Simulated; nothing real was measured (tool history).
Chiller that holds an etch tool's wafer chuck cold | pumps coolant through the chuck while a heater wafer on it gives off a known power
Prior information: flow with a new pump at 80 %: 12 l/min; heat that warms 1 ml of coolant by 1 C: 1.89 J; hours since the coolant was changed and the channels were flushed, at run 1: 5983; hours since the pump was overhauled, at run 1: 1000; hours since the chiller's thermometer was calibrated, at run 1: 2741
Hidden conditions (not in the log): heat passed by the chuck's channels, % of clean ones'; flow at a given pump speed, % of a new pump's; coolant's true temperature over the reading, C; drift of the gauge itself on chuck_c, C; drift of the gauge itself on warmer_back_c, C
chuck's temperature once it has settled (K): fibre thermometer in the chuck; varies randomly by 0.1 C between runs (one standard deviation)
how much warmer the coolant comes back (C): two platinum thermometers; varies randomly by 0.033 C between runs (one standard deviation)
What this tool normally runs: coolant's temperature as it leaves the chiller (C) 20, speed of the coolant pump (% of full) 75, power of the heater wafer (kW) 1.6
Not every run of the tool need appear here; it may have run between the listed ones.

run,hour,coolant's temperature as it leaves the chiller (C),speed of the coolant pump (% of full),power of the heater wafer (kW),hours since the coolant was changed and the channels were flushed,hours since the pump was overhauled,hours since the chiller's thermometer was calibrated,chuck's temperature once it has settled (K),how much warmer the coolant comes back (C)
1,0,20,75,1.6,5983,1000,2741,304.25,4.58
2,28.7,20,75,1.6,6011,1028,2769,304.35,4.62
3,50.1,20,75,1.6,6033,1050,2791,304.15,4.61
4,81.9,20,75,1.123,6064,1081,2823,300.75,3.2
5,117.3,20,72,1.6,6100,1117,2858,304.45,4.82
6,151.5,20,72,1.6,6134,1151,2892,304.35,4.83
7,172,20,72,1.6,6154,1172,2913,304.35,4.74
8,200.4,20,72,1.6,6183,1200,2941,304.35,4.78
9,237.1,20,72,1.6,6220,1237,2978,304.45,4.72
10,257.8,20,72,1.6,6240,1257,2999,304.45,4.75
11,276.8,20,72,1.6,6259,1276,3018,304.45,4.81
12,306.2,20,72,1.6,6289,1306,3047,304.55,4.77
13,331.9,18,72,1.6,6314,1331,3073,302.25,4.79
14,362.8,18,72,1.6,6345,1362,3104,302.35,4.81
15,394.2,18,72,1.6,6377,1394,3135,302.55,4.76
16,414.1,15,75,1.6,6397,1414,3155,298.95,4.63
17,431.3,15,75,1.6,6414,1431,3172,299.05,4.58
18,457.2,15,75,1.6,6440,1457,3198,299.15,4.59
19,473.5,28,84,1.849,6456,1473,3214,313.25,4.75
20,505.9,10,63,1.849,6488,1505,3247,297.35,6.38
21,529.4,20,93,1.6,6512,1529,3270,303.15,3.67
22,549.3,20,75,1.808,6532,1549,3290,305.55,5.25
23,582.9,20,75,1.808,6565,1582,3324,305.65,5.23
24,598.7,17,83,1.818,6581,1598,3339,302.05,4.77
25,626.7,20,85,1.6,6609,1626,3367,303.45,4.11
26,651.2,20,85,1.6,6634,1651,3392,303.45,4.05
# hour 662.9: chiller's thermometer calibrated
27,667.9,12,77,1.6,6649,1666,5,296.35,4.42
28,691.4,10,75,1.035,6673,1690,28,290.45,3.02
29,729.7,10,75,1.035,6711,1728,67,290.65,3
30,766.7,17,76,1.995,6748,1765,104,304.35,5.73

Run 31, settings as shown, results not yet in. Your forecast:
31,795.1,17,76,1.995,6777,1794,132,?,?

chuck's temperature once it has settled (K): 304.05
how much warmer the coolant comes back (C): 5.68
With no hidden state in the tool, this same run would have given chuck's temperature once it has settled (K) 302.55, how much warmer the coolant comes back (C) 5.55.

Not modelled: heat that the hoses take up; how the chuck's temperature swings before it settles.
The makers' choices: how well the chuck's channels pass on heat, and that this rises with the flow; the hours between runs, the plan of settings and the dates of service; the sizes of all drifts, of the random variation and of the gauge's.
